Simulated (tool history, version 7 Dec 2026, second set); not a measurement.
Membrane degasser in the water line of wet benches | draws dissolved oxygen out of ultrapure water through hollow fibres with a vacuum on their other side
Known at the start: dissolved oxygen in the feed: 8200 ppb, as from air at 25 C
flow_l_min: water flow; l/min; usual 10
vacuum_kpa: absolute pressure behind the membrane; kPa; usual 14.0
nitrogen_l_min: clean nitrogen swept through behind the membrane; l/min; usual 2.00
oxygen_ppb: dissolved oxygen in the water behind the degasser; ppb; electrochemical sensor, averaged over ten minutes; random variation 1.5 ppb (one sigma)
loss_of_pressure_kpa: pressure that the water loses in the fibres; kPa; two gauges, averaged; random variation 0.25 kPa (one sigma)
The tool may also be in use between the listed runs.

| run | hour | flow_l_min | vacuum_kpa | nitrogen_l_min | oxygen_ppb | loss_of_pressure_kpa |
|---|---|---|---|---|---|---|
| 1 | 0.0 | 10 | 14.0 | 2.00 | 159.9 | 66.04 |
| 2 | 33.1 | 10 | 14.0 | 2.00 | 157.7 | 65.36 |
| 3 | 66.3 | 10 | 14.0 | 2.00 | 161.8 | 65.90 |
| 4 | 113.0 | 10 | 14.0 | 2.00 | 160.9 | 65.27 |
| 5 | 137.2 | 12 | 14.0 | 2.00 | 207.5 | 78.68 |
| 6 | 156.3 | 12 | 14.0 | 2.00 | 203.8 | 78.65 |
| 7 | 189.7 | 12 | 14.0 | 2.00 | 206.2 | 78.85 |
| 8 | 235.4 | 10 | 14.0 | 2.00 | 163.0 | 65.84 |
| 9 | 279.0 | 10 | 14.0 | 2.00 | 159.7 | 65.45 |
| 10 | 297.8 | 10 | 21.8 | 3.70 | 154.9 | 65.46 |
| 11 | 328.9 | 10 | 21.8 | 3.70 | 153.5 | 65.44 |
| 12 | 361.3 | 10 | 11.8 | 1.06 | 220.5 | 65.58 |
| 13 | 401.3 | 10 | 11.8 | 1.06 | 220.2 | 65.84 |
| 14 | 435.4 | 10 | 11.8 | 1.06 | 223.9 | 65.51 |
| 15 | 470.0 | 10 | 11.8 | 1.06 | 222.3 | 65.67 |
| 16 | 498.7 | 16 | 19.5 | 1.54 | 482.7 | 104.76 |
| 17 | 526.1 | 8 | 9.5 | 1.97 | 78.5 | 52.99 |

Forecast each of these 4 alternatives for the next run:
| A | 566.9 | 7 | 31.8 | 1.58 | ? | ? |
| B | 566.9 | 7 | 13.9 | 3.86 | ? | ? |
| C | 566.9 | 10 | 11.4 | 2.00 | ? | ? |
| D | 566.9 | 13 | 19.9 | 2.00 | ? | ? |

| run | oxygen_ppb | loss_of_pressure_kpa |
|---|---|---|
| A | 319.9 | 46.00 |
| B | 57.8 | 45.89 |
| C | 129.9 | 65.78 |
| D | 316.8 | 85.33 |
Without the tool's hidden state the same runs would have given:
| run | oxygen_ppb | loss_of_pressure_kpa |
|---|---|---|
| A | 310.5 | 45.77 |
| B | 55.8 | 45.66 |
| C | 126.6 | 65.46 |
| D | 311.0 | 84.91 |

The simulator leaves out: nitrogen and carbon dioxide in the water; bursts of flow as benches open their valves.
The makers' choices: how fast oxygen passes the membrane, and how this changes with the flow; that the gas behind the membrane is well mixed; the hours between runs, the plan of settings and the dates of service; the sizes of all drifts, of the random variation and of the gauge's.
